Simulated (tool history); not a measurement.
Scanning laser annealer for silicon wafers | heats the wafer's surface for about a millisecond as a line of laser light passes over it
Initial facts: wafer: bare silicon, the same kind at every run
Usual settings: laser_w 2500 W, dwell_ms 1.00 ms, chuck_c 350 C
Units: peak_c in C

run,hour,laser_w,dwell_ms,chuck_c,peak_c
1,0.0,2500,1.00,350,1121
2,21.3,2500,1.00,350,1123
3,46.7,2500,1.00,350,1120
4,64.4,2500,1.00,350,1116
5,101.4,2500,1.00,350,1120
6,133.2,2500,1.00,350,1117
7,163.7,2500,0.95,350,1093
8,195.9,2500,0.95,350,1092
9,230.0,2564,1.00,350,1135
10,246.5,2500,1.00,350,1115
11,281.9,2500,1.00,350,1110
12,311.8,2500,1.00,350,1110
13,342.4,2499,1.00,350,1106
14,369.0,2499,1.00,350,1107
15,387.4,2500,1.00,323,1082
16,404.0,2500,1.00,323,1082
17,429.3,2500,1.00,350,1106
18,457.0,2500,1.00,350,1105
19,476.9,2500,1.00,350,1105
20,493.7,2500,1.00,350,1103
21,520.0,2500,1.00,350,1103
22,554.2,2588,1.06,341,1152
23,581.6,2653,1.23,341,1255
# hour 587.4: laser's power meter calibrated
24,606.4,2615,0.83,340,1055
25,639.8,2305,1.20,314,1066
26,674.9,2305,1.20,314,1065
# hour 705.6: optics aligned, line set to its width
27,715.4,2302,1.20,317,1088
28,734.7,2302,0.70,317,879
29,751.0,2329,1.17,334,1107
30,785.0,2678,1.23,378,1323
# hour 808.4: laser's power meter calibrated, once more
31,819.8,2608,1.00,383,1177
32,841.7,2378,0.83,374,1009
33,876.9,2460,0.82,350,1006
34,899.1,2460,0.82,350,1006
35,918.2,2460,0.82,350,1004
36,937.5,2500,0.97,370,1107
37,965.7,2178,1.22,347,1051
# hour 978.0: window over the wafer cleaned
38,991.5,2178,1.22,347,1090
39,1009.3,2143,1.14,350,1052
40,1045.1,2143,0.87,350,946
41,1070.5,2649,1.12,350,1252

Forecast each of these 4 alternatives for the next run:
A,1101.2,2746,1.00,350,?
B,1101.2,2500,1.03,350,?
C,1101.2,2500,1.00,324,?
D,1101.2,2500,1.00,369,?

run,peak_c
A,1230
B,1145
C,1105
D,1154
Stripped of hidden state, with their random variation kept, the same runs would have yielded:
run,peak_c
A,1240
B,1154
C,1114
D,1163
